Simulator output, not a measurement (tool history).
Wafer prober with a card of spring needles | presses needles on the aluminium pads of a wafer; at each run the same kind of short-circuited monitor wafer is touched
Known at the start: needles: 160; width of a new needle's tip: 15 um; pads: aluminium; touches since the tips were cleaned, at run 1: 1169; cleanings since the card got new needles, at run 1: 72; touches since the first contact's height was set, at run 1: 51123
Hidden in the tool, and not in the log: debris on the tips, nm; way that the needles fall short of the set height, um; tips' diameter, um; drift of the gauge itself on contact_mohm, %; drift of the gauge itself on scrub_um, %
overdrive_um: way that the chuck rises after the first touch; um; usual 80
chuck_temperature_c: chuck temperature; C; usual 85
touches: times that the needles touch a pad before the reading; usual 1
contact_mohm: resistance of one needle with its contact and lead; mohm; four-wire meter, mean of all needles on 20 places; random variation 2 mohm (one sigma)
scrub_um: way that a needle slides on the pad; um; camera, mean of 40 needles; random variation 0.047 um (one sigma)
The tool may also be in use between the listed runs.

run	hour	overdrive_um	chuck_temperature_c	touches	touches since the tips were cleaned	cleanings since the card got new needles	touches since the first contact's height was set	contact_mohm	scrub_um
1	0	80	85	1	1169	72	51123	220	15.33
# hour 1.4: tips cleaned on abrasive film
# hour 4.7: tips cleaned on abrasive film
# hour 8: tips cleaned on abrasive film
# hour 11.4: tips cleaned on abrasive film
# hour 14.7: tips cleaned on abrasive film
# hour 18: tips cleaned on abrasive film
# hour 21.3: tips cleaned on abrasive film
# hour 24.7: tips cleaned on abrasive film
# hour 28: tips cleaned on abrasive film
2	28.7	80	85	1	508	81	70363	216	15.25
# hour 30.8: tips cleaned on abrasive film
# hour 33.4: tips cleaned on abrasive film
# hour 36.8: tips cleaned on abrasive film
# hour 40.1: tips cleaned on abrasive film
# hour 42.8: tips cleaned on abrasive film
# hour 46.1: tips cleaned on abrasive film
# hour 49.4: tips cleaned on abrasive film
# hour 52.7: tips cleaned on abrasive film
# hour 55.6: tips cleaned on abrasive film
3	55.6	90	85	1	0	90	88336	215	17.17
# hour 58.9: tips cleaned on abrasive film
# hour 62.3: tips cleaned on abrasive film
# hour 65.6: tips cleaned on abrasive film
# hour 68.3: tips cleaned on abrasive film
# hour 71.6: tips cleaned on abrasive film
# hour 74.9: tips cleaned on abrasive film
# hour 78.3: tips cleaned on abrasive film
# hour 81.6: tips cleaned on abrasive film
# hour 81.9: height of the first contact set anew
# hour 85.2: tips cleaned on abrasive film
# hour 88.5: tips cleaned on abrasive film
# hour 91.5: tips cleaned on abrasive film
4	91.5	80	85	1	0	101	6451	214	15.45
# hour 94.2: tips cleaned on abrasive film
# hour 97.5: tips cleaned on abrasive film
# hour 100.8: tips cleaned on abrasive film
# hour 103.5: tips cleaned on abrasive film
# hour 106.8: tips cleaned on abrasive film
# hour 110.2: tips cleaned on abrasive film
5	110.8	80	85	1	465	107	19405	220	15.42
# hour 112.9: tips cleaned on abrasive film
# hour 116.2: tips cleaned on abrasive film
# hour 119.6: tips cleaned on abrasive film
# hour 122.9: tips cleaned on abrasive film
# hour 126.2: tips cleaned on abrasive film
# hour 129.5: tips cleaned on abrasive film
# hour 132.9: tips cleaned on abrasive film
# hour 136.2: tips cleaned on abrasive film
# hour 139.2: tips cleaned on abrasive film
6	139.2	80	86	1	0	116	38372	216	15.37
# hour 142.5: tips cleaned on abrasive film
# hour 145.8: tips cleaned on abrasive film
# hour 149.1: tips cleaned on abrasive film
# hour 152.5: tips cleaned on abrasive film
# hour 155.2: tips cleaned on abrasive film
# hour 158.5: tips cleaned on abrasive film
# hour 161.2: tips cleaned on abrasive film
# hour 164.5: tips cleaned on abrasive film
# hour 167.8: tips cleaned on abrasive film
# hour 171.1: tips cleaned on abrasive film
# hour 174.5: tips cleaned on abrasive film
# hour 177.8: tips cleaned on abrasive film
7	177.8	80	86	2	30	128	64270	215	15.17
# hour 180.5: tips cleaned on abrasive film
# hour 183.8: tips cleaned on abrasive film
# hour 187.2: tips cleaned on abrasive film
# hour 190.5: tips cleaned on abrasive film
# hour 193.8: tips cleaned on abrasive film
# hour 197.1: tips cleaned on abrasive film
# hour 200.5: tips cleaned on abrasive film
# hour 203.1: tips cleaned on abrasive film
# hour 206.5: tips cleaned on abrasive film
# hour 209.8: tips cleaned on abrasive film
8	210.6	68	85	1	531	138	86208	222	12.81
# hour 212.6: tips cleaned on abrasive film
# hour 215.9: tips cleaned on abrasive film
# hour 218.6: tips cleaned on abrasive film
# hour 221.9: tips cleaned on abrasive film
# hour 225.2: tips cleaned on abrasive film
# hour 228.6: tips cleaned on abrasive film
# hour 231.9: tips cleaned on abrasive film
# hour 235.2: tips cleaned on abrasive film
# hour 238.5: tips cleaned on abrasive film
# hour 240.1: height of the first contact set anew
# hour 242.2: tips cleaned on abrasive film
# hour 245.5: tips cleaned on abrasive film
# hour 248.8: tips cleaned on abrasive film
9	249.3	80	85	1	330	150	6129	217	15.48
# hour 252: tips cleaned on abrasive film
# hour 255.3: tips cleaned on abrasive film
# hour 258.6: tips cleaned on abrasive film
# hour 262: tips cleaned on abrasive film
# hour 265.3: tips cleaned on abrasive film
# hour 268.6: tips cleaned on abrasive film
# hour 271.3: tips cleaned on abrasive film
# hour 274.6: tips cleaned on abrasive film
# hour 277.3: tips cleaned on abrasive film
# hour 280.6: tips cleaned on abrasive film
# hour 283.4: tips cleaned on abrasive film
10	283.4	80	85	1	0	161	28970	218	15.48
# hour 286.1: tips cleaned on abrasive film
# hour 289.4: tips cleaned on abrasive film
# hour 292.8: tips cleaned on abrasive film
# hour 296.1: tips cleaned on abrasive film
# hour 299.4: tips cleaned on abrasive film
# hour 302.7: tips cleaned on abrasive film
# hour 306.1: tips cleaned on abrasive film
11	306.2	87	66	3	127	168	44262	210	16.7
# hour 308.9: tips cleaned on abrasive film
# hour 312.2: tips cleaned on abrasive film
# hour 314.9: tips cleaned on abrasive film
# hour 318.3: tips cleaned on abrasive film
# hour 321.6: tips cleaned on abrasive film
# hour 324.9: tips cleaned on abrasive film
# hour 328.2: tips cleaned on abrasive film
# hour 331.6: tips cleaned on abrasive film
# hour 334.9: tips cleaned on abrasive film
# hour 338.2: tips cleaned on abrasive film
# hour 341.5: tips cleaned on abrasive film
12	342	99	56	1	292	179	68191	209	18.82
# hour 344.6: tips cleaned on abrasive film
# hour 348: tips cleaned on abrasive film
# hour 351.3: tips cleaned on abrasive film
# hour 354.6: tips cleaned on abrasive film
# hour 357.9: tips cleaned on abrasive film
# hour 361.3: tips cleaned on abrasive film
# hour 364.6: tips cleaned on abrasive film
# hour 367.9: tips cleaned on abrasive film
# hour 371.2: tips cleaned on abrasive film
# hour 373.9: tips cleaned on abrasive film
# hour 377.2: tips cleaned on abrasive film
# hour 380.6: tips cleaned on abrasive film
13	381.4	73	90	1	573	191	94634	227	13.72
# hour 383.4: tips cleaned on abrasive film
# hour 386.8: tips cleaned on abrasive film
# hour 390.1: tips cleaned on abrasive film
# hour 393.4: tips cleaned on abrasive film
# hour 396.7: tips cleaned on abrasive film
# hour 398.3: height of the first contact set anew
# hour 400.4: tips cleaned on abrasive film
# hour 403: tips cleaned on abrasive film
# hour 406.4: tips cleaned on abrasive film
# hour 409.7: tips cleaned on abrasive film
# hour 413: tips cleaned on abrasive film
# hour 416.3: tips cleaned on abrasive film
# hour 419.7: tips cleaned on abrasive film
14	420.2	95	92	2	404	203	14676	215	18.38
# hour 422.9: tips cleaned on abrasive film
# hour 426.3: tips cleaned on abrasive film
# hour 429.6: tips cleaned on abrasive film
# hour 432.9: tips cleaned on abrasive film
# hour 436.2: tips cleaned on abrasive film
# hour 439.6: tips cleaned on abrasive film
# hour 442.9: tips cleaned on abrasive film
# hour 445.7: tips cleaned on abrasive film
15	445.7	80	36	2	0	211	31732	205	15.31
# hour 449: tips cleaned on abrasive film
# hour 452.4: tips cleaned on abrasive film
# hour 455.7: tips cleaned on abrasive film
# hour 459: tips cleaned on abrasive film
# hour 462.3: tips cleaned on abrasive film
# hour 465.7: tips cleaned on abrasive film
# hour 469: tips cleaned on abrasive film
# hour 472.3: tips cleaned on abrasive film
# hour 475: tips cleaned on abrasive film
# hour 478.3: tips cleaned on abrasive film
# hour 481.6: tips cleaned on abrasive film
# hour 485: tips cleaned on abrasive film
# hour 488.3: tips cleaned on abrasive film
16	489.6	66	29	2	899	224	61175	211	12.55
# hour 491: tips cleaned on abrasive film
# hour 494.3: tips cleaned on abrasive film
# hour 497.7: tips cleaned on abrasive film
# hour 501: tips cleaned on abrasive film
# hour 504.3: tips cleaned on abrasive film
# hour 507.6: tips cleaned on abrasive film
# hour 511: tips cleaned on abrasive film
# hour 514.3: tips cleaned on abrasive film
# hour 517: tips cleaned on abrasive film
17	517.7	66	29	2	475	233	79962	210	12.58
# hour 519.7: tips cleaned on abrasive film
# hour 523: tips cleaned on abrasive film
# hour 526.4: tips cleaned on abrasive film
# hour 529.7: tips cleaned on abrasive film
# hour 533: tips cleaned on abrasive film
# hour 535.7: tips cleaned on abrasive film
# hour 539: tips cleaned on abrasive film
# hour 542.3: tips cleaned on abrasive film
# hour 545.7: tips cleaned on abrasive film
# hour 557.7: card fitted with new needles
# hour 561: tips cleaned on abrasive film
18	562.2	66	29	2	805	1	3035	203	12.76
# hour 564.2: tips cleaned on abrasive film
# hour 566.9: tips cleaned on abrasive film
# hour 570.2: tips cleaned on abrasive film
# hour 573.5: tips cleaned on abrasive film
# hour 576.8: tips cleaned on abrasive film
# hour 580.2: tips cleaned on abrasive film
19	582.6	65	110	2	1667	7	16744	227	12.54

Forecast each of these 3 alternatives for the next run:
# hour 583.3: tips cleaned on abrasive film
# hour 586.7: tips cleaned on abrasive film
# hour 590: tips cleaned on abrasive film
# hour 593.3: tips cleaned on abrasive film
# hour 596: tips cleaned on abrasive film
# hour 599.3: tips cleaned on abrasive film
# hour 602.6: tips cleaned on abrasive film
A	603.8	77	29	2	794	14	30919	?	?
# hour 583.3: tips cleaned on abrasive film
# hour 586.7: tips cleaned on abrasive film
# hour 590: tips cleaned on abrasive film
# hour 593.3: tips cleaned on abrasive film
# hour 596: tips cleaned on abrasive film
# hour 599.3: tips cleaned on abrasive film
# hour 602.6: tips cleaned on abrasive film
B	603.8	70	85	3	794	14	30919	?	?
# hour 583.3: tips cleaned on abrasive film
# hour 586.7: tips cleaned on abrasive film
# hour 590: tips cleaned on abrasive film
# hour 593.3: tips cleaned on abrasive film
# hour 596: tips cleaned on abrasive film
# hour 599.3: tips cleaned on abrasive film
# hour 602.6: tips cleaned on abrasive film
C	603.8	80	35	1	794	14	30919	?	?

run	contact_mohm	scrub_um
A	206	14.85
B	217	13.41
C	206	15.34
Without the tool's hidden state the same runs would have given:
run	contact_mohm	scrub_um
A	203	14.98
B	215	13.54
C	202	15.47
